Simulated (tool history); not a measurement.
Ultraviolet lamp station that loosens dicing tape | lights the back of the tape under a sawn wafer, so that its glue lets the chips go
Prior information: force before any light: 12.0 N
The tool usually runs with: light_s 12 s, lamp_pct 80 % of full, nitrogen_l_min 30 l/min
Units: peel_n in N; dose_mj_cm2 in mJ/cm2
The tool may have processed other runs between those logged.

Run 1, day 0.000: usual settings. Result: peel_n 1.505 N, dose_mj_cm2 262 mJ/cm2.
Run 2, day 1.892: usual settings. Result: peel_n 1.623 N, dose_mj_cm2 254 mJ/cm2.
Run 3, day 3.875: usual settings. Result: peel_n 1.623 N, dose_mj_cm2 245 mJ/cm2.
Run 4, day 5.812: usual settings. Result: peel_n 1.667 N, dose_mj_cm2 244 mJ/cm2.
Run 5, day 8.621: usual settings but nitrogen_l_min 11 l/min. Result: peel_n 3.622 N, dose_mj_cm2 231 mJ/cm2.
At day 10.508: window cleaned of glue's vapour.
Run 6, day 10.596: usual settings. Result: peel_n 2.434 N, dose_mj_cm2 202 mJ/cm2.
Run 7, day 12.412: usual settings. Result: peel_n 2.508 N, dose_mj_cm2 189 mJ/cm2.
Run 8, day 13.971: usual settings but light_s 14 s. Result: peel_n 2.072 N, dose_mj_cm2 220 mJ/cm2.
Run 9, day 16.721: usual settings but light_s 14 s. Result: peel_n 2.139 N, dose_mj_cm2 213 mJ/cm2.
Run 10, day 18.746: usual settings but light_s 7 s. Result: peel_n 5.138 N, dose_mj_cm2 105 mJ/cm2.
Run 11, day 20.896: usual settings but nitrogen_l_min 19 l/min. Result: peel_n 3.822 N, dose_mj_cm2 172 mJ/cm2.
Run 12, day 22.646: usual settings. Result: peel_n 3.109 N, dose_mj_cm2 170 mJ/cm2.
Run 13, day 25.375: usual settings but nitrogen_l_min 17 l/min. Result: peel_n 4.318 N, dose_mj_cm2 157 mJ/cm2.
At day 28.458: window cleaned of glue's vapour, once more.
Run 14, day 28.812: usual settings. Result: peel_n 1.467 N, dose_mj_cm2 264 mJ/cm2.
Run 15, day 30.542: usual settings. Result: peel_n 1.573 N, dose_mj_cm2 257 mJ/cm2.
Run 16, day 32.754: usual settings. Result: peel_n 1.645 N, dose_mj_cm2 250 mJ/cm2.
Run 17, day 34.625: usual settings. Result: peel_n 1.721 N, dose_mj_cm2 247 mJ/cm2.
Run 18, day 37.575: usual settings but light_s 22 s. Result: peel_n 0.440 N, dose_mj_cm2 430 mJ/cm2.
Run 19, day 39.692: usual settings but light_s 22 s. Result: peel_n 0.493 N, dose_mj_cm2 416 mJ/cm2.
Run 20, day 41.492: usual settings but light_s 22 s. Result: peel_n 0.500 N, dose_mj_cm2 411 mJ/cm2.
Run 21, day 44.638: usual settings but light_s 22 s. Result: peel_n 0.562 N, dose_mj_cm2 393 mJ/cm2.
Run 22, day 46.708: usual settings but light_s 9 s, nitrogen_l_min 50 l/min. Result: peel_n 2.654 N, dose_mj_cm2 157 mJ/cm2.
At day 49.142: window cleaned of glue's vapour.
Run 23, day 49.142: usual settings but light_s 9 s, lamp_pct 66 % of full, nitrogen_l_min 50 l/min. Result: peel_n 2.800 N, dose_mj_cm2 153 mJ/cm2.
Run 24, day 50.954: usual settings but light_s 19 s, lamp_pct 78 % of full, nitrogen_l_min 21 l/min. Result: peel_n 0.917 N, dose_mj_cm2 370 mJ/cm2.
Run 25, day 53.658: usual settings but light_s 19 s, lamp_pct 78 % of full, nitrogen_l_min 21 l/min. Result: peel_n 1.005 N, dose_mj_cm2 360 mJ/cm2.
Run 26, day 57.062: usual settings but light_s 6 s, lamp_pct 95 % of full, nitrogen_l_min 11 l/min. Result: peel_n 5.808 N, dose_mj_cm2 132 mJ/cm2.
Run 27, day 60.267: usual settings but light_s 6 s, lamp_pct 95 % of full, nitrogen_l_min 11 l/min. Result: peel_n 6.056 N, dose_mj_cm2 128 mJ/cm2.
Run 28, day 62.367: usual settings but light_s 16 s, lamp_pct 95 % of full, nitrogen_l_min 11 l/min. Result: peel_n 2.053 N, dose_mj_cm2 333 mJ/cm2.
Run 29, day 64.562: usual settings but light_s 10 s, lamp_pct 72 % of full, nitrogen_l_min 56 l/min. Result: peel_n 2.583 N, dose_mj_cm2 149 mJ/cm2.
At day 66.096: lamp changed.
Run 30, day 66.742: usual settings but light_s 10 s, lamp_pct 72 % of full, nitrogen_l_min 56 l/min. Result: peel_n 1.651 N, dose_mj_cm2 204 mJ/cm2.
Run 31, day 68.317: usual settings but light_s 7 s, lamp_pct 75 % of full, nitrogen_l_min 11 l/min. Result: peel_n 5.513 N, dose_mj_cm2 145 mJ/cm2.
At day 69.908: window cleaned of glue's vapour.
Run 32, day 71.121: usual settings but light_s 7 s, lamp_pct 75 % of full, nitrogen_l_min 11 l/min. Result: peel_n 4.742 N, dose_mj_cm2 167 mJ/cm2.
Run 33, day 74.458: usual settings but light_s 7 s, lamp_pct 75 % of full, nitrogen_l_min 11 l/min. Result: peel_n 5.171 N, dose_mj_cm2 164 mJ/cm2.
Run 34, day 76.192: usual settings but light_s 24 s, lamp_pct 75 % of full. Result: peel_n 0.232 N, dose_mj_cm2 542 mJ/cm2.
Run 35, day 78.617: usual settings but nitrogen_l_min 21 l/min. Result: peel_n 1.667 N, dose_mj_cm2 281 mJ/cm2.
Run 36, day 81.338: usual settings but light_s 9 s, lamp_pct 84 % of full, nitrogen_l_min 15 l/min. Result: peel_n 3.249 N, dose_mj_cm2 214 mJ/cm2.
Run 37, day 82.992: usual settings but nitrogen_l_min 41 l/min. Result: peel_n 1.079 N, dose_mj_cm2 265 mJ/cm2.
Run 38, day 86.138: usual settings but nitrogen_l_min 41 l/min. Result: peel_n 1.161 N, dose_mj_cm2 257 mJ/cm2.
Run 39, day 88.625: usual settings but light_s 21 s, lamp_pct 75 % of full, nitrogen_l_min 9 l/min. Result: peel_n 1.662 N, dose_mj_cm2 408 mJ/cm2.
At day 90.738: window cleaned of glue's vapour.
Run 40, day 90.917: usual settings but light_s 7 s, lamp_pct 75 % of full, nitrogen_l_min 9 l/min. Result: peel_n 5.314 N, dose_mj_cm2 162 mJ/cm2.
Run 41, day 93.542: usual settings but light_s 7 s, lamp_pct 75 % of full, nitrogen_l_min 9 l/min. Result: peel_n 5.524 N, dose_mj_cm2 151 mJ/cm2.
Run 42, day 96.700: usual settings but lamp_pct 73 % of full, nitrogen_l_min 29 l/min. Result: peel_n 1.657 N, dose_mj_cm2 253 mJ/cm2.

Each run again, without the hidden state but with its own random variation kept:
The tool's hidden condition here consists of: lamp's light, % of a new lamp's; light that the window lets through, % of a clean one's; drift of the gauge itself on peel_n, %; drift of the gauge itself on dose_mj_cm2, %.
run  peel_n  dose_mj_cm2
  1   0.959          322
  2   0.991          320
  3   0.949          316
  4   0.930          322
  5   2.301          317
  6   0.988          320
  7   0.970          312
  8   0.683          369
  9   0.657          370
 10   2.664          189
 11   1.465          320
 12   0.967          322
 13   1.587          317
 14   0.951          322
 15   0.978          319
 16   0.973          320
 17   0.972          323
 18   0.195          584
 19   0.208          580
 20   0.195          586
 21   0.200          583
 22   1.248          240
 23   1.827          198
 24   0.436          491
 25   0.443          495
 26   4.283          190
 27   4.338          190
 28   0.850          509
 29   1.127          236
 30   1.168          241
 31   4.704          175
 32   4.615          172
 33   4.859          176
 34   0.187          593
 35   1.316          316
 36   2.623          250
 37   0.711          316
 38   0.703          318
 39   0.984          522
 40   4.976          175
 41   5.050          169
 42   1.223          293
